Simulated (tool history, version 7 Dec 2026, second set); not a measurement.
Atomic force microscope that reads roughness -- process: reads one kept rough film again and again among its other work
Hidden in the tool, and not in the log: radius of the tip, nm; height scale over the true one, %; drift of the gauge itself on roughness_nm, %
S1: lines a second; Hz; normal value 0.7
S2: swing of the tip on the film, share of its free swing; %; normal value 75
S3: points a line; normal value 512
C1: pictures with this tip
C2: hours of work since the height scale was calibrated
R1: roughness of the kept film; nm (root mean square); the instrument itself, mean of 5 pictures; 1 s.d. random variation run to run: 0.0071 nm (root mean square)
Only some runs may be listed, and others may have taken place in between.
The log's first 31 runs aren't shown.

run    hour     S1  S2   S3   C1   C2     R1
     1903.3  -- new tip fitted
 32  1907.4    0.7  75  956    5  334  1.475
 33    1968  1.903  75  512   80  360  1.362
 34  2030.3  1.104  85  512  156  388  1.335
 35  2093.9  0.502  55  512  235  416  1.394
     2108.1  -- new tip fitted
 36  2161.3    0.7  82  512   66  446  1.415
 37  2198.9  2.034  75  512  112  462  1.341
 38    2237  3.472  75  512  159  479   1.26
     2307.4  -- new tip fitted
 39  2307.4  3.226  75  405    0  510   1.33
 40  2376.8  1.399  66  438   85  541  1.411
 41  2450.7  1.399  66  438  176  574  1.376
 42  2499.5  0.598  73  609  236  595  1.373
     2508.4  -- new tip fitted
 43  2545.2  0.598  78  473   46  615  1.434
 44  2622.7  2.508  88  998  141  649  1.217
 45  2679.9  1.931  64  998  211  675  1.361
     2713.3  -- new tip fitted
 46  2726.6    0.7  75  481   16  695  1.454
 47  2790.1    0.7  75  481   94  723  1.426
 48    2832  0.727  58  481  146  742  1.432
 49  2911.4  2.163  64  293  243  777  1.337
     2918.6  -- new tip fitted
 50  2972.2  1.541  89  651   66  804  1.317
 51  3053.3  2.736  79  512  166  840  1.271
 52  3101.3    0.7  68  635  225  861  1.392

What if the next run were any one of these 4? Each begins from the tool's condition after run 52:
     3118.4  -- new tip fitted
  A  3139.8  1.114  65  280  27  878   ?
     3118.4  -- new tip fitted
  B  3139.8  0.968  65  383  27  878   ?
     3118.4  -- new tip fitted
  C  3139.8    0.7  75  440  27  878   ?
     3118.4  -- new tip fitted
  D  3139.8  0.731  68  575  27  878   ?

run     R1
  A  1.448
  B  1.447
  C  1.452
  D  1.467
Without the tool's hidden state the same runs would have given:
run     R1
  A  1.456
  B  1.455
  C   1.46
  D  1.475
